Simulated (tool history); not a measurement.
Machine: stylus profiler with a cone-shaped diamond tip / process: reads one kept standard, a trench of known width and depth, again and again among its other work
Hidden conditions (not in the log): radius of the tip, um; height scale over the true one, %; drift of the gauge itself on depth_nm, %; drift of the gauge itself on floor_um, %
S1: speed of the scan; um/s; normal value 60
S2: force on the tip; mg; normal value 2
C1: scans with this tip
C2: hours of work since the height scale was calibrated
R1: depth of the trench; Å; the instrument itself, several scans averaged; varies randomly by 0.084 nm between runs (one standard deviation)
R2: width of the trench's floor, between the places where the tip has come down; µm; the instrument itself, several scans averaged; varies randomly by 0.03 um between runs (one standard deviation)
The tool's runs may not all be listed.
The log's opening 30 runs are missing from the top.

{"run": 31, "hour": 368.6, "S1": 60, "S2": 3.33, "C1": 1631, "C2": 262, "R1": 2023.2, "R2": 97.75}
{"run": 32, "hour": 385.6, "S1": 60, "S2": 3.33, "C1": 1692, "C2": 272, "R1": 2022.8, "R2": 97.86}
{"run": 33, "hour": 394.3, "S1": 60, "S2": 3.33, "C1": 1724, "C2": 277, "R1": 2021.4, "R2": 97.78}
{"run": 34, "hour": 411.3, "S1": 16, "S2": 2.11, "C1": 1785, "C2": 287, "R1": 2015, "R2": 97.98}
{"run": 35, "hour": 426.2, "S1": 116, "S2": 2.49, "C1": 1840, "C2": 296, "R1": 2017.5, "R2": 97.54}
{"run": 36, "hour": 433.9, "S1": 116, "S2": 2.49, "C1": 1867, "C2": 300, "R1": 2018, "R2": 97.55}
{"run": 37, "hour": 445.7, "S1": 37, "S2": 5.15, "C1": 1910, "C2": 307, "R1": 2029.7, "R2": 97.86}
{"run": 38, "hour": 456.8, "S1": 17, "S2": 4.3, "C1": 1951, "C2": 313, "R1": 2026.9, "R2": 97.96}
{"run": 39, "hour": 467.0, "S1": 17, "S2": 4.3, "C1": 1987, "C2": 319, "R1": 2026.5, "R2": 97.94}
{"run": 40, "hour": 475.0, "S1": 66, "S2": 0.86, "C1": 2016, "C2": 324, "R1": 2007.2, "R2": 97.54}
{"run": 41, "hour": 484.0, "S1": 154, "S2": 2.36, "C1": 2049, "C2": 329, "R1": 2016.5, "R2": 97.36}
{"run": 42, "hour": 500.6, "S1": 154, "S2": 2.36, "C1": 2110, "C2": 339, "R1": 2017.9, "R2": 97.34}
{"run": 43, "hour": 515.6, "S1": 176, "S2": 2, "C1": 2164, "C2": 348, "R1": 2014.7, "R2": 97.17}
{"run": 44, "hour": 531.3, "S1": 176, "S2": 2, "C1": 2221, "C2": 357, "R1": 2013.7, "R2": 97.23}
{"run": 45, "hour": 543.9, "S1": 176, "S2": 2, "C1": 2266, "C2": 364, "R1": 2014.2, "R2": 97.12}
{"run": 46, "hour": 556.5, "S1": 24, "S2": 2, "C1": 2312, "C2": 372, "R1": 2014.8, "R2": 97.84}

3 options for the next run, each taken on its own from the tool as it stands now. Forecast them:
{"run": "A", "hour": 566.4, "S1": 142, "S2": 4.26, "C1": 2348, "C2": 377, "R1": "?", "R2": "?"}
{"run": "B", "hour": 566.4, "S1": 24, "S2": 1.22, "C1": 2348, "C2": 377, "R1": "?", "R2": "?"}
{"run": "C", "hour": 566.4, "S1": 106, "S2": 1, "C1": 2348, "C2": 377, "R1": "?", "R2": "?"}

run=A R1=2023.2 R2=97.53
run=B R1=2009.8 R2=97.82
run=C R1=2007.5 R2=97.22
Had the tool no hidden state, the same runs would have come out as:
run=A R1=2026.3 R2=97.85
run=B R1=2012.9 R2=98.14
run=C R1=2010.5 R2=97.53
